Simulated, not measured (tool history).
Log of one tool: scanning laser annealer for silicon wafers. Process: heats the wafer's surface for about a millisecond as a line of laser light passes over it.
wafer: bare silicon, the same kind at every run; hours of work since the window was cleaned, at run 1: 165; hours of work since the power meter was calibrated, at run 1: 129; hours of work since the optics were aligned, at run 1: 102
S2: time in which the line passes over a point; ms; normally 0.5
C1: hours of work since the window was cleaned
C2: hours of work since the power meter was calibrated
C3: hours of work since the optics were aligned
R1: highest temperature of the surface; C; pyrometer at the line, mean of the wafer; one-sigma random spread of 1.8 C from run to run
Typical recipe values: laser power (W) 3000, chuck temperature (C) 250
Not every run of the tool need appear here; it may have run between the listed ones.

Run 1, hour 0: usual settings; C1 165; C2 129; C3 102. Result: R1 1048 C.
Run 2, hour 22.9: usual settings; C1 177; C2 141; C3 114. Result: R1 1047 C.
Run 3, hour 43.9: usual settings but chuck temperature (C) 254; C1 188; C2 152; C3 125. Result: R1 1050 C.
Run 4, hour 67: usual settings but chuck temperature (C) 254; C1 201; C2 164; C3 137. Result: R1 1046 C.
Run 5, hour 83.1: usual settings but S2 0.406 ms; C1 209; C2 172; C3 146. Result: R1 968 C.
Run 6, hour 106.8: usual settings but S2 0.406 ms; C1 221; C2 184; C3 158. Result: R1 970 C.
Run 7, hour 130: usual settings but S2 0.466 ms; C1 234; C2 197; C3 170. Result: R1 1017 C.
Run 8, hour 142.6: usual settings but S2 0.466 ms, chuck temperature (C) 243; C1 240; C2 203; C3 177. Result: R1 1006 C.
Run 9, hour 154.1: usual settings but S2 0.466 ms, chuck temperature (C) 243; C1 246; C2 209; C3 183. Result: R1 1007 C.
Run 10, hour 167.4: usual settings but S2 0.466 ms, chuck temperature (C) 243; C1 253; C2 216; C3 190. Result: R1 1007 C.
Run 11, hour 189.2: usual settings but S2 0.466 ms, chuck temperature (C) 243; C1 265; C2 228; C3 201. Result: R1 1005 C.
Run 12, hour 203.8: usual settings but S2 0.466 ms, chuck temperature (C) 243; C1 272; C2 235; C3 209. Result: R1 1007 C.
Run 13, hour 220.5: usual settings but S2 0.466 ms, chuck temperature (C) 243; C1 281; C2 244; C3 218. Result: R1 1009 C.
Run 14, hour 241.3: usual settings; C1 292; C2 255; C3 228. Result: R1 1036 C.
Run 15, hour 261.6: usual settings; C1 302; C2 266; C3 239. Result: R1 1036 C.
Run 16, hour 277: usual settings; C1 310; C2 274; C3 247. Result: R1 1035 C.
Run 17, hour 295.6: usual settings; C1 320; C2 283; C3 257. Result: R1 1034 C.
Run 18, hour 315.2: usual settings; C1 331; C2 294; C3 267. Result: R1 1032 C.
Run 19, hour 336.7: usual settings; C1 342; C2 305; C3 278. Result: R1 1032 C.
Run 20, hour 357: usual settings; C1 352; C2 315; C3 289. Result: R1 1031 C.
Run 21, hour 379.9: usual settings; C1 364; C2 327; C3 301. Result: R1 1029 C.
Run 22, hour 394.8: usual settings but laser power (W) 3271, chuck temperature (C) 242; C1 372; C2 335; C3 309. Result: R1 1110 C.
Run 23, hour 413.4: usual settings but laser power (W) 2794, S2 0.435 ms, chuck temperature (C) 223; C1 382; C2 345; C3 319. Result: R1 896 C.
Run 24, hour 433.7: usual settings but laser power (W) 2794, S2 0.435 ms, chuck temperature (C) 223; C1 393; C2 356; C3 329. Result: R1 898 C.
Run 25, hour 451.7: usual settings but laser power (W) 2794, S2 0.435 ms, chuck temperature (C) 223; C1 402; C2 365; C3 339. Result: R1 895 C.
Run 26, hour 473.1: usual settings but laser power (W) 2623, S2 0.503 ms, chuck temperature (C) 249; C1 413; C2 376; C3 350. Result: R1 913 C.
Run 27, hour 493.8: usual settings but chuck temperature (C) 222; C1 424; C2 387; C3 361. Result: R1 999 C.
Run 28, hour 511.1: usual settings but chuck temperature (C) 222; C1 433; C2 396; C3 370. Result: R1 1002 C.
Run 29, hour 527.7: usual settings but laser power (W) 2911, S2 0.464 ms, chuck temperature (C) 227; C1 442; C2 405; C3 378. Result: R1 949 C.
Run 30, hour 550.7: usual settings but laser power (W) 2736, S2 0.464 ms, chuck temperature (C) 232; C1 454; C2 417; C3 390. Result: R1 903 C.
Run 31, hour 572.6: usual settings but laser power (W) 3083, S2 0.474 ms, chuck temperature (C) 263; C1 465; C2 428; C3 402. Result: R1 1045 C.
Run 32, hour 590.3: usual settings but laser power (W) 3100, S2 0.49 ms, chuck temperature (C) 217; C1 475; C2 438; C3 411. Result: R1 1014 C.
Run 33, hour 612.8: usual settings but laser power (W) 2572, chuck temperature (C) 284; C1 486; C2 449; C3 423. Result: R1 929 C.
Run 34, hour 623.1: usual settings but laser power (W) 2572, chuck temperature (C) 284; C1 492; C2 455; C3 428. Result: R1 928 C.
Run 35, hour 635.1: usual settings but laser power (W) 2572, chuck temperature (C) 284; C1 498; C2 461; C3 435. Result: R1 929 C.
Run 36, hour 653.7: usual settings but laser power (W) 2572, chuck temperature (C) 284; C1 508; C2 471; C3 444. Result: R1 928 C.
Run 37, hour 670: usual settings but laser power (W) 3142, S2 0.548 ms; C1 516; C2 479; C3 453. Result: R1 1100 C.
Run 38, hour 694.2: usual settings but laser power (W) 3185, chuck temperature (C) 239; C1 529; C2 492; C3 466. Result: R1 1064 C.
Run 39, hour 712.6: usual settings but laser power (W) 3185, chuck temperature (C) 239; C1 539; C2 502; C3 475. Result: R1 1061 C.
Run 40, hour 724.9: usual settings but laser power (W) 2985, S2 0.572 ms, chuck temperature (C) 280; C1 545; C2 508; C3 482. Result: R1 1092 C.
Run 41, hour 735.7: usual settings but S2 0.574 ms; C1 551; C2 514; C3 487. Result: R1 1070 C.
Run 42, hour 749.1: usual settings but chuck temperature (C) 267; C1 558; C2 521; C3 494. Result: R1 1033 C.

Below, some changes in R1 between adjacent runs. For each, the amount present without the hidden state too (settings, incoming material, random variation) and the amount remaining for the hidden state with gauge scatter not shared by both compared results:
Hidden state at play: light that passes the window, % of a clean one's; laser's true power over the reading, %; width of the line over the set one, %; drift of the gauge itself on peak_c, C.
Run 22 -> 23: laser power (W) 3271 -> 2794, S2 0.5 -> 0.435, chuck temperature (C) 242 -> 223. R1 -214 C: hidden state +6, all else -220.
Run 26 -> 27: laser power (W) 2623 -> 3000, S2 0.503 -> 0.5, chuck temperature (C) 249 -> 222. R1 +86 C: hidden state -6, all else +92.
Run 30 -> 31: laser power (W) 2736 -> 3083, S2 0.464 -> 0.474, chuck temperature (C) 232 -> 263. R1 +142 C: hidden state -6, all else +148.
Run 36 -> 37: laser power (W) 2572 -> 3142, S2 0.5 -> 0.548, chuck temperature (C) 284 -> 250. R1 +172 C: hidden state -11, all else +183.

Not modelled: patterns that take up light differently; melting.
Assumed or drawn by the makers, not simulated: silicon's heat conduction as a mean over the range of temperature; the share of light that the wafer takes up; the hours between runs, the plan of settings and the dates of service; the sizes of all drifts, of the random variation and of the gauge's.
